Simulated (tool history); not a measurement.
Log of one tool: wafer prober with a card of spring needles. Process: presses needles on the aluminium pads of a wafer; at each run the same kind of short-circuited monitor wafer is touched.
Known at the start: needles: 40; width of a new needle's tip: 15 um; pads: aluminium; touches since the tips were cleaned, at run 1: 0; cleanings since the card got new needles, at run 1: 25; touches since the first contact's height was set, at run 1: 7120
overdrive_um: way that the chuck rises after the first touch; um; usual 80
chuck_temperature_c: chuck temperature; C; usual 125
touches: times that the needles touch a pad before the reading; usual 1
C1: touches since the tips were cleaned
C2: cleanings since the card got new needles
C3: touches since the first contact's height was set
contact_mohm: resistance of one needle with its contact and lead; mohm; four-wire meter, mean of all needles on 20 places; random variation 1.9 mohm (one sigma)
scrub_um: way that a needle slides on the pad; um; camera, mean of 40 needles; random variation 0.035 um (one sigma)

Run 1, hour 0: usual settings; C1 0; C2 25; C3 7120. Result: contact_mohm 201 mohm, scrub_um 13.66 um.
At hour 8: tips cleaned on abrasive film.
At hour 17.9: tips cleaned on abrasive film.
At hour 25.8: tips cleaned on abrasive film.
At hour 35.7: tips cleaned on abrasive film.
At hour 45.6: tips cleaned on abrasive film.
At hour 54: tips cleaned on abrasive film.
Run 2, hour 54: usual settings but chuck_temperature_c 46 C; C1 0; C2 31; C3 31238. Result: contact_mohm 187 mohm, scrub_um 13.7 um.
At hour 63.9: tips cleaned on abrasive film.
At hour 73.8: tips cleaned on abrasive film.
At hour 83.7: tips cleaned on abrasive film.
At hour 91.6: tips cleaned on abrasive film.
At hour 101.5: tips cleaned on abrasive film.
At hour 111.4: tips cleaned on abrasive film.
At hour 121.3: tips cleaned on abrasive film.
Run 3, hour 121.7: usual settings; C1 174; C2 38; C3 61536. Result: contact_mohm 200 mohm, scrub_um 13.69 um.
At hour 129.7: tips cleaned on abrasive film.
At hour 139.6: tips cleaned on abrasive film.
At hour 149.5: tips cleaned on abrasive film.
Run 4, hour 153.9: usual settings; C1 2024; C2 41; C3 75964. Result: contact_mohm 201 mohm, scrub_um 13.64 um.
At hour 158: tips cleaned on abrasive film.
At hour 167.9: tips cleaned on abrasive film.
At hour 177.8: tips cleaned on abrasive film.
At hour 187.7: tips cleaned on abrasive film.
At hour 196.4: tips cleaned on abrasive film.
Run 5, hour 196.4: usual settings; C1 0; C2 46; C3 94915. Result: contact_mohm 201 mohm, scrub_um 13.72 um.
At hour 204.3: tips cleaned on abrasive film.
At hour 208.5: height of the first contact set anew.
At hour 214.5: tips cleaned on abrasive film.
At hour 224.4: tips cleaned on abrasive film.
At hour 234.3: tips cleaned on abrasive film.
At hour 242.3: tips cleaned on abrasive film.
At hour 252.2: tips cleaned on abrasive film.
Run 6, hour 257.8: usual settings but chuck_temperature_c 53 C; C1 2536; C2 52; C3 22029. Result: contact_mohm 188 mohm, scrub_um 13.68 um.
At hour 261.8: tips cleaned on abrasive film.
At hour 271.7: tips cleaned on abrasive film.
At hour 281.6: tips cleaned on abrasive film.
At hour 291.5: tips cleaned on abrasive film.
At hour 301.4: tips cleaned on abrasive film.
At hour 311.3: tips cleaned on abrasive film.
At hour 321.2: tips cleaned on abrasive film.
Run 7, hour 327.7: usual settings but overdrive_um 79 um, chuck_temperature_c 53 C; C1 2946; C2 59; C3 53328. Result: contact_mohm 187 mohm, scrub_um 13.53 um.
At hour 329.8: tips cleaned on abrasive film.
At hour 339.7: tips cleaned on abrasive film.
At hour 349.6: tips cleaned on abrasive film.
Run 8, hour 356.9: usual settings but overdrive_um 79 um, chuck_temperature_c 53 C; C1 3288; C2 62; C3 66364. Result: contact_mohm 189 mohm, scrub_um 13.51 um.
At hour 358.9: tips cleaned on abrasive film.
At hour 368.9: tips cleaned on abrasive film.
At hour 378.8: tips cleaned on abrasive film.
At hour 388.7: tips cleaned on abrasive film.
Run 9, hour 391.6: usual settings but overdrive_um 79 um, chuck_temperature_c 53 C; C1 1327; C2 66; C3 81869. Result: contact_mohm 188 mohm, scrub_um 13.47 um.
At hour 397.6: tips cleaned on abrasive film.
At hour 405.5: tips cleaned on abrasive film.
At hour 415.4: tips cleaned on abrasive film.
At hour 425.3: tips cleaned on abrasive film.
At hour 433.5: height of the first contact set anew.
At hour 435.5: tips cleaned on abrasive film.
At hour 445.4: tips cleaned on abrasive film.
At hour 454.1: tips cleaned on abrasive film.
Run 10, hour 454.1: usual settings but overdrive_um 79 um, chuck_temperature_c 119 C, touches 3; C1 0; C2 73; C3 9188. Result: contact_mohm 198 mohm, scrub_um 13.56 um.
At hour 462: tips cleaned on abrasive film.
At hour 471.9: tips cleaned on abrasive film.
At hour 479.9: tips cleaned on abrasive film.
At hour 489.8: tips cleaned on abrasive film.
Run 11, hour 495.5: usual settings but overdrive_um 95 um, chuck_temperature_c 51 C, touches 3; C1 2574; C2 77; C3 27711. Result: contact_mohm 187 mohm, scrub_um 16.22 um.
At hour 499.5: tips cleaned on abrasive film.
At hour 509.4: tips cleaned on abrasive film.
At hour 519.3: tips cleaned on abrasive film.
At hour 528.9: tips cleaned on abrasive film.
Run 12, hour 528.9: usual settings but chuck_temperature_c 33 C; C1 0; C2 81; C3 42615. Result: contact_mohm 181 mohm, scrub_um 13.69 um.
At hour 536.8: tips cleaned on abrasive film.
At hour 546.7: tips cleaned on abrasive film.
At hour 556.6: tips cleaned on abrasive film.
At hour 566.5: tips cleaned on abrasive film.
At hour 576.4: tips cleaned on abrasive film.
At hour 586.3: tips cleaned on abrasive film.
Run 13, hour 591.6: usual settings but chuck_temperature_c 45 C; C1 2369; C2 87; C3 70680. Result: contact_mohm 184 mohm, scrub_um 13.66 um.
At hour 595.6: tips cleaned on abrasive film.
At hour 605.5: tips cleaned on abrasive film.
At hour 615.4: tips cleaned on abrasive film.
At hour 623.9: tips cleaned on abrasive film.
Run 14, hour 623.9: usual settings but touches 2; C1 0; C2 91; C3 85124. Result: contact_mohm 202 mohm, scrub_um 13.66 um.
At hour 633.8: tips cleaned on abrasive film.
At hour 643.7: tips cleaned on abrasive film.
At hour 653.6: tips cleaned on abrasive film.
At hour 657.9: height of the first contact set anew.
At hour 663.8: tips cleaned on abrasive film.
At hour 671.8: tips cleaned on abrasive film.
At hour 681.7: tips cleaned on abrasive film.
At hour 690.5: tips cleaned on abrasive film.
Run 15, hour 690.5: usual settings but touches 2; C1 0; C2 98; C3 14563. Result: contact_mohm 198 mohm, scrub_um 13.72 um.
At hour 698.4: tips cleaned on abrasive film.
At hour 708.3: tips cleaned on abrasive film.
At hour 718.2: tips cleaned on abrasive film.
At hour 728.1: tips cleaned on abrasive film.
At hour 738: tips cleaned on abrasive film.
Run 16, hour 741.5: usual settings but overdrive_um 94 um, chuck_temperature_c 110 C, touches 2; C1 1563; C2 103; C3 37393. Result: contact_mohm 198 mohm, scrub_um 16.07 um.
At hour 747.5: tips cleaned on abrasive film.
At hour 757.4: tips cleaned on abrasive film.
At hour 767.3: tips cleaned on abrasive film.
At hour 775.2: tips cleaned on abrasive film.
At hour 785.1: tips cleaned on abrasive film.
At hour 795: tips cleaned on abrasive film.
At hour 804.9: tips cleaned on abrasive film.
Run 17, hour 806.2: usual settings but overdrive_um 94 um, chuck_temperature_c 110 C, touches 2; C1 553; C2 110; C3 66300. Result: contact_mohm 199 mohm, scrub_um 16.06 um.

4 ways to go on from here, each from the tool as it stands after run 17. What would each give?
At hour 814.1: tips cleaned on abrasive film.
At hour 822.1: tips cleaned on abrasive film.
At hour 832: tips cleaned on abrasive film.
At hour 839.9: tips cleaned on abrasive film.
At hour 849.8: tips cleaned on abrasive film.
At hour 859.7: tips cleaned on abrasive film.
At hour 869.6: tips cleaned on abrasive film.
Run A, hour 876.2: usual settings but overdrive_um 67 um, chuck_temperature_c 71 C; C1 2975; C2 117; C3 97629. Result: contact_mohm ?, scrub_um ?.
At hour 814.1: tips cleaned on abrasive film.
At hour 822.1: tips cleaned on abrasive film.
At hour 832: tips cleaned on abrasive film.
At hour 839.9: tips cleaned on abrasive film.
At hour 849.8: tips cleaned on abrasive film.
At hour 859.7: tips cleaned on abrasive film.
At hour 869.6: tips cleaned on abrasive film.
Run B, hour 876.2: usual settings but overdrive_um 79 um, chuck_temperature_c 64 C, touches 2; C1 2975; C2 117; C3 97629. Result: contact_mohm ?, scrub_um ?.
At hour 814.1: tips cleaned on abrasive film.
At hour 822.1: tips cleaned on abrasive film.
At hour 832: tips cleaned on abrasive film.
At hour 839.9: tips cleaned on abrasive film.
At hour 849.8: tips cleaned on abrasive film.
At hour 859.7: tips cleaned on abrasive film.
At hour 869.6: tips cleaned on abrasive film.
Run C, hour 876.2: usual settings but overdrive_um 79 um, chuck_temperature_c 57 C, touches 2; C1 2975; C2 117; C3 97629. Result: contact_mohm ?, scrub_um ?.
At hour 814.1: tips cleaned on abrasive film.
At hour 822.1: tips cleaned on abrasive film.
At hour 832: tips cleaned on abrasive film.
At hour 839.9: tips cleaned on abrasive film.
At hour 849.8: tips cleaned on abrasive film.
At hour 859.7: tips cleaned on abrasive film.
At hour 869.6: tips cleaned on abrasive film.
Run D, hour 876.2: usual settings but overdrive_um 94 um; C1 2975; C2 117; C3 97629. Result: contact_mohm ?, scrub_um ?.

run  contact_mohm  scrub_um
  A           193     11.42
  B           191     13.47
  C           186     13.48
  D           201     16.06
Without the tool's hidden state the same runs would have given:
run  contact_mohm  scrub_um
  A           191     11.45
  B           190      13.5
  C           186     13.51
  D           200     16.09

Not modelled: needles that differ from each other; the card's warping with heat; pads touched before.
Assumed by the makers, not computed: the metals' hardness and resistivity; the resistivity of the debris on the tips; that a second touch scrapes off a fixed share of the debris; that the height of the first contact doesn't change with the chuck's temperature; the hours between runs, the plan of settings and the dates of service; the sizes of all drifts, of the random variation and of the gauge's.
